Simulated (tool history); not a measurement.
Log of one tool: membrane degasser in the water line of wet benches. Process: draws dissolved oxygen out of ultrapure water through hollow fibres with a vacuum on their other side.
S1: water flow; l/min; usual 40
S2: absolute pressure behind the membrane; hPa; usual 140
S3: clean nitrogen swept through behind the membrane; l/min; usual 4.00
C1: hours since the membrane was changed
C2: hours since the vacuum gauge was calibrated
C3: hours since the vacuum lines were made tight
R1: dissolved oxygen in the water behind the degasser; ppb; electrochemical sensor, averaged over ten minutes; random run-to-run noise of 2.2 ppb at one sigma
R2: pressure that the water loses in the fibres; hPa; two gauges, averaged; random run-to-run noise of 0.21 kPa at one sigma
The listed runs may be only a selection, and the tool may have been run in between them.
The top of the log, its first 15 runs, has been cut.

run   hour  S1   S2    S3    C1   C2   C3     R1     R2
 16  470.5  39  140  4.00  2370  331  470  268.0  471.9
 17  513.1  25  140  4.00  2412  374  513  167.0  302.7
 18  533.3  45  284  4.00  2432  394  533  656.7  544.3
 19  575.4  45  284  4.00  2474  436  575  653.8  540.0
 20  601.2  40  277  6.16  2500  462  601  393.1  487.0
 21  645.4  40  247  5.52  2545  506  645  388.0  482.9
 22  684.3  35   91  3.92  2583  545  684  141.8  420.4
 23  722.8  25  213  4.25  2622  584  722  255.4  304.5
 24  768.3  25  213  4.25  2667  629  768  257.5  303.9
 25  814.2  40  165  4.00  2713  675  814  328.4  482.5
 26  852.6  40  140  7.39  2752  713  852  169.1  482.7
 27  872.6  28  231  4.00  2772  733  872  334.2  340.2
 28  912.8  28  231  4.00  2812  774  912  336.5  344.7
 29  948.0  29  140  8.61  2847  809  948  100.1  351.1
 30  969.7  28  133  4.00  2869  830  969  175.9  337.6

Predict each of these 3 candidate next runs independently; none follows another, all start after run 30:
  A  1011.4  40  140  9.91  2910  872  1011   ?   ?
  B  1011.4  40  274  4.00  2910  872  1011   ?   ?
  C  1011.4  53  204  8.83  2910  872  1011   ?   ?

run     R1     R2
  A  135.4  489.9
  B  567.9  486.5
  C  307.7  646.3
Take away the tool's hidden state, keep each run's random variation, and the runs would have read:
run     R1     R2
  A  129.2  474.3
  B  559.5  471.0
  C  296.4  625.7
